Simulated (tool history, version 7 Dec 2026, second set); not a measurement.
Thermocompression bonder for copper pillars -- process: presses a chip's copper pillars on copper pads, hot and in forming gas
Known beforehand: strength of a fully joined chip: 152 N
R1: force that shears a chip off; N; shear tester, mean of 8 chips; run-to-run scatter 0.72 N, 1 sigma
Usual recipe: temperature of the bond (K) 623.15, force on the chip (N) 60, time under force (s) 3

Run 1, hour 0: usual settings. Result: R1 57.3 N.
Run 2, hour 37.5: usual settings. Result: R1 56.7 N.
Run 3, hour 59.4: usual settings but force on the chip (N) 53. Result: R1 53.3 N.
Run 4, hour 78: usual settings but force on the chip (N) 44. Result: R1 47.5 N.
Run 5, hour 115.1: usual settings but time under force (s) 2. Result: R1 48.3 N.
Run 6, hour 142.1: usual settings but time under force (s) 2. Result: R1 48.5 N.
At hour 182.4: forming gas filter changed.
Run 7, hour 183.3: usual settings but time under force (s) 2. Result: R1 54.4 N.
Run 8, hour 205.4: usual settings but time under force (s) 2. Result: R1 52.3 N.
Run 9, hour 244.7: usual settings but temperature of the bond (K) 621.15, force on the chip (N) 46, time under force (s) 2. Result: R1 42.5 N.
Run 10, hour 278.1: usual settings but temperature of the bond (K) 651.15, force on the chip (N) 43. Result: R1 70.5 N.
Run 11, hour 296.7: usual settings but temperature of the bond (K) 606.15, force on the chip (N) 66, time under force (s) 5. Result: R1 63.7 N.
Run 12, hour 340.1: usual settings but temperature of the bond (K) 627.15. Result: R1 63 N.

Branching from run 12: 3 alternative next runs. What would each branch give?
At hour 357.2: heater calibrated with a thermocouple chip.
Run A, hour 385.2: usual settings but temperature of the bond (K) 627.15, force on the chip (N) 52. Result: R1 ?.
At hour 357.2: heater calibrated with a thermocouple chip.
Run B, hour 385.2: usual settings but time under force (s) 4. Result: R1 ?.
At hour 357.2: heater calibrated with a thermocouple chip.
Run C, hour 385.2: usual settings but temperature of the bond (K) 642.15, force on the chip (N) 84, time under force (s) 4. Result: R1 ?.

run    R1
  A  54.8
  B  63.9
  C  89.5
The same runs, with their run-to-run variation unchanged, on a tool lacking any hidden condition would have given:
run    R1
  A  55.7
  B  65.1
  C  91.4
